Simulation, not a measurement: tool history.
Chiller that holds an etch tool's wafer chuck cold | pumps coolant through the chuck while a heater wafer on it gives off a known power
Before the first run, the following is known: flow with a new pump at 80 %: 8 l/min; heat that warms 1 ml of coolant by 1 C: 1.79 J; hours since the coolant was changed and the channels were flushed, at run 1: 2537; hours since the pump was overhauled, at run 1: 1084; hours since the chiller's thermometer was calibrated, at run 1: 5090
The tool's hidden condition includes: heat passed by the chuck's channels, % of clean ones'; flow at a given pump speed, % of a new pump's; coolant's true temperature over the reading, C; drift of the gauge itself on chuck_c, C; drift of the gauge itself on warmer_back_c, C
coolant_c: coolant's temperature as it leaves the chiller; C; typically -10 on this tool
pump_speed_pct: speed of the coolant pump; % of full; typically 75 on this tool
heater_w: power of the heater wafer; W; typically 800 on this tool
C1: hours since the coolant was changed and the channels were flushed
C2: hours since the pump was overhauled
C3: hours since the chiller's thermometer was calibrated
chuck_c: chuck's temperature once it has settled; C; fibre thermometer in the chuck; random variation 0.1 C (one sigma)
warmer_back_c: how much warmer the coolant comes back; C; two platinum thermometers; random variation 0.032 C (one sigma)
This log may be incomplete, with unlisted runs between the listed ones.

{"run": 1, "hour": 0.0, "coolant_c": -10, "pump_speed_pct": 75, "heater_w": 800, "C1": 2537, "C2": 1084, "C3": 5090, "chuck_c": -4.5, "warmer_back_c": 3.65}
{"run": 2, "hour": 22.5, "coolant_c": -10, "pump_speed_pct": 75, "heater_w": 800, "C1": 2560, "C2": 1107, "C3": 5112, "chuck_c": -4.4, "warmer_back_c": 3.61}
{"run": 3, "hour": 35.2, "coolant_c": -10, "pump_speed_pct": 75, "heater_w": 759, "C1": 2572, "C2": 1119, "C3": 5125, "chuck_c": -4.8, "warmer_back_c": 3.48}
{"run": 4, "hour": 53.8, "coolant_c": -10, "pump_speed_pct": 75, "heater_w": 800, "C1": 2591, "C2": 1138, "C3": 5143, "chuck_c": -4.4, "warmer_back_c": 3.64}
{"run": 5, "hour": 77.1, "coolant_c": -10, "pump_speed_pct": 75, "heater_w": 800, "C1": 2614, "C2": 1161, "C3": 5167, "chuck_c": -4.4, "warmer_back_c": 3.63}
{"run": 6, "hour": 91.2, "coolant_c": -10, "pump_speed_pct": 67, "heater_w": 800, "C1": 2628, "C2": 1175, "C3": 5181, "chuck_c": -3.9, "warmer_back_c": 4.05}
{"run": 7, "hour": 106.6, "coolant_c": -10, "pump_speed_pct": 67, "heater_w": 800, "C1": 2644, "C2": 1191, "C3": 5196, "chuck_c": -4.1, "warmer_back_c": 4.07}
{"run": 8, "hour": 136.1, "coolant_c": -10, "pump_speed_pct": 67, "heater_w": 800, "C1": 2673, "C2": 1220, "C3": 5226, "chuck_c": -3.8, "warmer_back_c": 4.08}
{"run": 9, "hour": 159.2, "coolant_c": -10, "pump_speed_pct": 75, "heater_w": 800, "C1": 2696, "C2": 1243, "C3": 5249, "chuck_c": -4.3, "warmer_back_c": 3.64}
{"run": 10, "hour": 185.8, "coolant_c": -10, "pump_speed_pct": 75, "heater_w": 800, "C1": 2723, "C2": 1270, "C3": 5275, "chuck_c": -4.5, "warmer_back_c": 3.71}
{"run": 11, "hour": 208.3, "coolant_c": -10, "pump_speed_pct": 75, "heater_w": 800, "C1": 2745, "C2": 1293, "C3": 5298, "chuck_c": -4.4, "warmer_back_c": 3.65}
{"run": 12, "hour": 230.0, "coolant_c": -10, "pump_speed_pct": 75, "heater_w": 800, "C1": 2767, "C2": 1314, "C3": 5320, "chuck_c": -4.4, "warmer_back_c": 3.67}
{"run": 13, "hour": 244.1, "coolant_c": -2, "pump_speed_pct": 75, "heater_w": 800, "C1": 2781, "C2": 1328, "C3": 5334, "chuck_c": 3.5, "warmer_back_c": 3.66}
{"run": 14, "hour": 263.8, "coolant_c": -2, "pump_speed_pct": 75, "heater_w": 800, "C1": 2801, "C2": 1348, "C3": 5354, "chuck_c": 3.5, "warmer_back_c": 3.62}
{"run": 15, "hour": 288.7, "coolant_c": -2, "pump_speed_pct": 75, "heater_w": 800, "C1": 2826, "C2": 1373, "C3": 5378, "chuck_c": 3.8, "warmer_back_c": 3.67}
{"run": 16, "hour": 312.3, "coolant_c": -2, "pump_speed_pct": 75, "heater_w": 800, "C1": 2849, "C2": 1396, "C3": 5402, "chuck_c": 3.5, "warmer_back_c": 3.63}
{"run": 17, "hour": 329.1, "coolant_c": -2, "pump_speed_pct": 75, "heater_w": 800, "C1": 2866, "C2": 1413, "C3": 5419, "chuck_c": 3.8, "warmer_back_c": 3.66}
{"run": 18, "hour": 357.5, "coolant_c": -2, "pump_speed_pct": 75, "heater_w": 800, "C1": 2895, "C2": 1442, "C3": 5447, "chuck_c": 3.8, "warmer_back_c": 3.66}
{"run": 19, "hour": 374.4, "coolant_c": -2, "pump_speed_pct": 75, "heater_w": 800, "C1": 2912, "C2": 1459, "C3": 5464, "chuck_c": 3.5, "warmer_back_c": 3.62}
{"run": 20, "hour": 401.2, "coolant_c": -9, "pump_speed_pct": 80, "heater_w": 686, "C1": 2938, "C2": 1485, "C3": 5491, "chuck_c": -4.6, "warmer_back_c": 2.95}
{"run": 21, "hour": 418.3, "coolant_c": -10, "pump_speed_pct": 75, "heater_w": 673, "C1": 2955, "C2": 1502, "C3": 5508, "chuck_c": -5.6, "warmer_back_c": 3.06}
{"run": 22, "hour": 439.9, "coolant_c": -8, "pump_speed_pct": 75, "heater_w": 800, "C1": 2977, "C2": 1524, "C3": 5530, "chuck_c": -2.2, "warmer_back_c": 3.64}
{"run": 23, "hour": 457.8, "coolant_c": -2, "pump_speed_pct": 100, "heater_w": 800, "C1": 2995, "C2": 1542, "C3": 5547, "chuck_c": 2.5, "warmer_back_c": 2.81}
{"run": 24, "hour": 476.3, "coolant_c": -1, "pump_speed_pct": 79, "heater_w": 800, "C1": 3013, "C2": 1561, "C3": 5566, "chuck_c": 4.4, "warmer_back_c": 3.5}
{"run": 25, "hour": 501.3, "coolant_c": -1, "pump_speed_pct": 79, "heater_w": 800, "C1": 3038, "C2": 1586, "C3": 5591, "chuck_c": 4.3, "warmer_back_c": 3.48}
{"run": 26, "hour": 530.5, "coolant_c": -3, "pump_speed_pct": 89, "heater_w": 425, "C1": 3068, "C2": 1615, "C3": 5620, "chuck_c": -0.9, "warmer_back_c": 1.66}
{"run": 27, "hour": 554.1, "coolant_c": -3, "pump_speed_pct": 89, "heater_w": 425, "C1": 3091, "C2": 1638, "C3": 5644, "chuck_c": -1.0, "warmer_back_c": 1.57}
{"run": 28, "hour": 582.2, "coolant_c": -3, "pump_speed_pct": 89, "heater_w": 425, "C1": 3119, "C2": 1666, "C3": 5672, "chuck_c": -0.9, "warmer_back_c": 1.63}
{"run": 29, "hour": 603.4, "coolant_c": -3, "pump_speed_pct": 89, "heater_w": 425, "C1": 3141, "C2": 1688, "C3": 5693, "chuck_c": -0.8, "warmer_back_c": 1.66}
{"run": 30, "hour": 619.2, "coolant_c": -18, "pump_speed_pct": 75, "heater_w": 800, "C1": 3156, "C2": 1703, "C3": 5709, "chuck_c": -12.4, "warmer_back_c": 3.61}
{"run": 31, "hour": 647.9, "coolant_c": -18, "pump_speed_pct": 81, "heater_w": 800, "C1": 3185, "C2": 1732, "C3": 5738, "chuck_c": -12.7, "warmer_back_c": 3.38}
{"hour": 663.7, "done": "chiller's thermometer calibrated"}
{"run": 32, "hour": 675.2, "coolant_c": -18, "pump_speed_pct": 81, "heater_w": 800, "C1": 3211, "C2": 1758, "C3": 12, "chuck_c": -11.6, "warmer_back_c": 3.43}
{"run": 33, "hour": 688.4, "coolant_c": -8, "pump_speed_pct": 65, "heater_w": 800, "C1": 3225, "C2": 1772, "C3": 25, "chuck_c": -0.7, "warmer_back_c": 4.24}

Per-run results on a tool with no hidden state, each run keeping its own random variation:
run=1 chuck_c=-4.0 warmer_back_c=3.59
run=2 chuck_c=-3.9 warmer_back_c=3.55
run=3 chuck_c=-4.3 warmer_back_c=3.42
run=4 chuck_c=-4.0 warmer_back_c=3.57
run=5 chuck_c=-3.9 warmer_back_c=3.56
run=6 chuck_c=-3.4 warmer_back_c=3.97
run=7 chuck_c=-3.7 warmer_back_c=4.00
run=8 chuck_c=-3.4 warmer_back_c=4.00
run=9 chuck_c=-3.8 warmer_back_c=3.57
run=10 chuck_c=-4.0 warmer_back_c=3.64
run=11 chuck_c=-3.9 warmer_back_c=3.58
run=12 chuck_c=-3.9 warmer_back_c=3.60
run=13 chuck_c=4.0 warmer_back_c=3.59
run=14 chuck_c=4.0 warmer_back_c=3.54
run=15 chuck_c=4.3 warmer_back_c=3.59
run=16 chuck_c=4.0 warmer_back_c=3.55
run=17 chuck_c=4.3 warmer_back_c=3.58
run=18 chuck_c=4.2 warmer_back_c=3.58
run=19 chuck_c=4.0 warmer_back_c=3.54
run=20 chuck_c=-4.0 warmer_back_c=2.89
run=21 chuck_c=-5.0 warmer_back_c=2.99
run=22 chuck_c=-1.7 warmer_back_c=3.56
run=23 chuck_c=3.1 warmer_back_c=2.75
run=24 chuck_c=4.8 warmer_back_c=3.42
run=25 chuck_c=4.8 warmer_back_c=3.40
run=26 chuck_c=-0.1 warmer_back_c=1.62
run=27 chuck_c=-0.2 warmer_back_c=1.53
run=28 chuck_c=-0.1 warmer_back_c=1.59
run=29 chuck_c=0.0 warmer_back_c=1.62
run=30 chuck_c=-11.9 warmer_back_c=3.52
run=31 chuck_c=-12.2 warmer_back_c=3.30
run=32 chuck_c=-12.3 warmer_back_c=3.35
run=33 chuck_c=-1.4 warmer_back_c=4.13
